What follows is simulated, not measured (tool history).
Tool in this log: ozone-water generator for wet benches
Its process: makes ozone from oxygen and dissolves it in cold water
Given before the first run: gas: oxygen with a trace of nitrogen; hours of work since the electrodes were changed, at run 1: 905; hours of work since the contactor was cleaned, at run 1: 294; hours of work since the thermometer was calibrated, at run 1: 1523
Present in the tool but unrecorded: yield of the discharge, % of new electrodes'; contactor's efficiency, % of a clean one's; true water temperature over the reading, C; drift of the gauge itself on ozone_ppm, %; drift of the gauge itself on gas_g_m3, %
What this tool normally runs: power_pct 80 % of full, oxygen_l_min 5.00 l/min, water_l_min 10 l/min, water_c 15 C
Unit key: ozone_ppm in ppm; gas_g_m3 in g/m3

run   hour  power_pct  oxygen_l_min  water_l_min  water_c  hours of work since the electrodes were changed  hours of work since the contactor was cleaned  hours of work since the thermometer was calibrated  ozone_ppm  gas_g_m3
  1    0.0         80          5.00           10       15                                              905                                            294                                                1523       40.2     248.9
  2   21.6         80          2.80           10       15                                              922                                            311                                                1539       38.2     317.0
  3   56.8         80          2.80           10       15                                              949                                            338                                                1567       38.4     311.9
  4   88.3         80          2.80           10       15                                              974                                            363                                                1591       37.8     315.1
  5  108.7         80          2.80           10       15                                              989                                            379                                                1607       37.9     309.8
  6  139.6         53          2.80           10       15                                             1013                                            403                                                1631       26.3     215.8
  7  160.1         80          5.00           10       15                                             1029                                            419                                                1647       40.2     247.3
  8  194.4         80          5.00           10        9                                             1056                                            445                                                1674       44.9     247.7
  9  213.5         80          5.00           10        9                                             1071                                            460                                                1688       44.4     249.1
 10  250.8         80          5.00           10        9                                             1100                                            489                                                1718       44.9     247.8
 11  272.1         80          5.00           10        9                                             1117                                            506                                                1734       44.4     248.4
 12  304.2         80          5.00           10        9                                             1141                                            531                                                1759       44.8     244.7
 13  337.9         80          3.15           10       15                                             1168                                            557                                                1785       38.3     297.9
 14  361.6         80          5.00           10       15                                             1186                                            575                                                1804       39.8     245.6
 15  389.0         80          5.00           10       15                                             1207                                            597                                                1825       40.0     245.7
 16  429.8         80          5.00           10       15                                             1239                                            628                                                1857       39.8     246.5
 17  472.2         53          5.00            9       15                                             1272                                            661                                                1890       29.1     169.6
 18  501.8         84          2.86            7       15                                             1295                                            684                                                1913       51.1     322.6
 19  529.7         80          7.40           16        8                                             1317                                            706                                                1934       33.4     211.1
 20  561.6         82          6.56           15       11                                             1342                                            731                                                1959       34.1     225.5
 21  580.6         82          6.56           15       11                                             1356                                            746                                                1974       33.8     222.5
 22  611.6         82          6.56           14       20                                             1380                                            770                                                1998       30.2     224.6
 23  651.6         94          3.30            6       12                                             1412                                            801                                                2029       64.5     337.1

Estimate the outcome of run 24 from the log above:
 24  674.0         78          8.55           15        7                                             1429                                            818                                                2047          ?         ?

{"run 24": {"ozone_ppm": 35.8, "gas_g_m3": 191.5}}
If the tool had no hidden condition, the same run with the same run-to-run variation would have returned ozone_ppm 38.1 ppm, gas_g_m3 202.0 g/m3.

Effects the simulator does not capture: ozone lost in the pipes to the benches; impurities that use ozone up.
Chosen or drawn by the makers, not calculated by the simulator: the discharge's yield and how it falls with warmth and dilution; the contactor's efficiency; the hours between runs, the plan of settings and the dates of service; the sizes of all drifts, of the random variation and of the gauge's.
